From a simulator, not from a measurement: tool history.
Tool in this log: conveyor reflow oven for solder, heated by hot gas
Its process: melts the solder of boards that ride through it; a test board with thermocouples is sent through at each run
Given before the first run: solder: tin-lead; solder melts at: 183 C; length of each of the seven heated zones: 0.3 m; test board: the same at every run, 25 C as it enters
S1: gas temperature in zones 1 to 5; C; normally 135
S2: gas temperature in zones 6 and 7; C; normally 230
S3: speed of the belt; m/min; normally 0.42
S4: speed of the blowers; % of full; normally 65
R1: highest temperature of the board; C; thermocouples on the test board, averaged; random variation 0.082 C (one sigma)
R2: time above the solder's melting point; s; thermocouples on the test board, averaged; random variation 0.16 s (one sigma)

run    hour   S1   S2     S3  S4      R1    R2
  1       0  135  230   0.42  65  211.98  59.1
  2    63.8  135  230   0.42  65  211.89  58.9
  3    92.2  135  230   0.42  65  211.91  59.1
  4   130.1  135  230   0.42  65  211.79    59
  5   196.2  135  230   0.42  65  211.58    59
      241.3  -- flux residue cleaned out of gas plates and filters
  6   256.8  135  231   0.42  65  211.48  58.2
  7   315.4  135  231   0.42  65  211.38  58.5
  8   373.2  135  231   0.42  65  211.25  58.5
  9     402  135  231   0.42  65  211.21  58.1
 10   463.4  135  230  0.459  65  207.08  47.9
 11   508.8  135  230  0.459  65  206.92  47.7
 12   545.7  135  230  0.459  65  207.05  47.7
      554.5  -- belt drive overhauled, speed set with a stopwatch
 13   580.1  135  230   0.42  65  208.94  53.2
      599.4  -- thermocouples of zones 6 and 7 changed
 14   614.4  135  230  0.485  65  202.75  37.9
      633.2  -- flux residue cleaned out of gas plates and filters, once more
 15   660.8  135  230  0.485  65  207.17  44.1
 16   697.5  137  227   0.42  75  212.57  60.2
 17   749.8  135  230   0.38  65  215.12  68.1
 18     795  128  230  0.355  66   216.4  72.1
 19   837.2  135  230  0.406  87  218.36  67.5
 20   868.6  142  230   0.45  87  216.77  61.6
 21   914.2  129  244  0.355  67  229.17  83.8
 22   968.6  135  242  0.476  65  217.05  54.5
 23  1009.5  135  242  0.476  65  216.82  54.4
 24  1045.3  135  233   0.42  65  214.17  59.9
 25  1107.6  135  233   0.42  65  214.11  60.1
 26  1136.5  135  239   0.42  62     218  63.6
 27  1165.3  135  239   0.42  62  217.97  63.7
 28  1192.3  135  232  0.401  62  213.83  62.9
 29    1225  135  233  0.444  52  206.72  47.2
     1272.9  -- flux residue cleaned out of gas plates and filters
 30  1285.3  145  231  0.444  52  209.16  54.6

Each row is a separate what-if for the run after 30, all from the same tool condition, not one after another. Results?
  A  1335.9  145  243  0.444  73   ?   ?
  B  1335.9  145  231  0.435  52   ?   ?
  C  1335.9  134  231  0.385  54   ?   ?

run      R1    R2
  A  226.38  70.6
  B  209.81  56.7
  C  212.42  63.5
With no hidden state in the tool, these same runs would have given:
run      R1    R2
  A  225.87  69.4
  B  209.23  55.4
  C  211.83    62
